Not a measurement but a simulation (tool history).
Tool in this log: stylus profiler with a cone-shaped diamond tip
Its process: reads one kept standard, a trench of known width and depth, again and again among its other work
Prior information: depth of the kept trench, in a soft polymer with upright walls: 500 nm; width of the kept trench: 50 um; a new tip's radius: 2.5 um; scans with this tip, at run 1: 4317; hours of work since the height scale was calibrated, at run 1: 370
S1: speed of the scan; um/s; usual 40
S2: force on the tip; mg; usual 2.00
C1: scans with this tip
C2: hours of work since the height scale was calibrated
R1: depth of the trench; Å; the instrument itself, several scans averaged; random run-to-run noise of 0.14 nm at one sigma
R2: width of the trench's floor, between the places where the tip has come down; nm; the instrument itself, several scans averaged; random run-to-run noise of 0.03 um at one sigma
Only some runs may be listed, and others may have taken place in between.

run,hour,S1,S2,C1,C2,R1,R2
1,0.0,40,2.00,4317,370,5064.4,46760
2,13.2,40,3.29,4416,378,5089.3,46750
3,31.6,40,3.29,4553,390,5091.3,46790
4,47.7,40,3.29,4673,400,5090.6,46780
5,58.3,40,3.29,4753,407,5090.9,46850
6,70.0,40,2.00,4840,415,5064.7,46730
7,84.0,39,2.00,4944,424,5065.2,46780
8,104.3,39,2.00,5096,437,5062.8,46800
9,125.1,13,3.16,5251,450,5089.5,46960
10,138.7,13,3.16,5353,459,5087.4,46920
11,154.8,13,3.16,5474,469,5084.6,46870

Forecast each of these 3 alternatives for the next run:
A,168.4,124,4.68,5575,478,?,?
B,168.4,16,2.43,5575,478,?,?
C,168.4,13,2.81,5575,478,?,?

run,R1,R2
A,5111.4,46530
B,5072.7,46930
C,5080.9,46940
Without the tool's hidden state the same runs would have given:
run,R1,R2
A,5111.3,46530
B,5072.6,46940
C,5080.8,46940

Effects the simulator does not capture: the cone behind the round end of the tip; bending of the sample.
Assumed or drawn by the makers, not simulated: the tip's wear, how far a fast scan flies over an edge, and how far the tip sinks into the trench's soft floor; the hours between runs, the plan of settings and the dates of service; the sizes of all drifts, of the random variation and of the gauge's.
